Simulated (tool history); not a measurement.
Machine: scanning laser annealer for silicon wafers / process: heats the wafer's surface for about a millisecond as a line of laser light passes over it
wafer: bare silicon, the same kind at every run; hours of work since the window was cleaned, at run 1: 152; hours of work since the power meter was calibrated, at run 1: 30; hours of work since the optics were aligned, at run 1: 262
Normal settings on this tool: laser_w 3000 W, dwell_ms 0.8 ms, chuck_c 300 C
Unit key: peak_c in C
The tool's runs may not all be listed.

| run | hour | laser_w | dwell_ms | chuck_c | hours of work since the window was cleaned | hours of work since the power meter was calibrated | hours of work since the optics were aligned | peak_c |
|---|---|---|---|---|---|---|---|---|
| 1 | 0 | 3000 | 0.8 | 300 | 152 | 30 | 262 | 1075 |
| 2 | 25.8 | 3000 | 0.8 | 300 | 165 | 43 | 275 | 1072 |
| 3 | 50 | 2744 | 0.8 | 300 | 178 | 56 | 288 | 988 |
| 4 | 79.6 | 2744 | 0.8 | 300 | 193 | 71 | 303 | 985 |
|  | 87 | optics aligned, line set to its width |
| 5 | 109.7 | 2744 | 0.8 | 300 | 206 | 84 | 12 | 981 |
| 6 | 124.5 | 2744 | 0.8 | 300 | 214 | 92 | 20 | 983 |
| 7 | 144.7 | 2697 | 0.603 | 283 | 224 | 103 | 30 | 854 |
|  | 161.3 | optics aligned, line set to its width, once more |
| 8 | 176.9 | 2697 | 0.603 | 283 | 238 | 117 | 8 | 860 |
| 9 | 196.2 | 3000 | 0.638 | 300 | 248 | 127 | 18 | 982 |
| 10 | 211.3 | 3278 | 0.8 | 319 | 256 | 135 | 26 | 1173 |
| 11 | 227.1 | 3278 | 0.8 | 319 | 264 | 143 | 34 | 1176 |
| 12 | 253.3 | 3278 | 0.8 | 319 | 278 | 156 | 48 | 1170 |

3 options for the next run, each taken on its own from the tool as it stands now. Forecast them:
| A | 282.8 | 3244 | 0.684 | 277 | 293 | 172 | 63 | ? |
| B | 282.8 | 2940 | 0.823 | 325 | 293 | 172 | 63 | ? |
| C | 282.8 | 3278 | 0.8 | 319 | 293 | 172 | 63 | ? |

| run | peak_c |
|---|---|
| A | 1050 |
| B | 1079 |
| C | 1169 |
Without the tool's unlogged condition, the same runs would have read:
| run | peak_c |
|---|---|
| A | 1087 |
| B | 1114 |
| C | 1210 |

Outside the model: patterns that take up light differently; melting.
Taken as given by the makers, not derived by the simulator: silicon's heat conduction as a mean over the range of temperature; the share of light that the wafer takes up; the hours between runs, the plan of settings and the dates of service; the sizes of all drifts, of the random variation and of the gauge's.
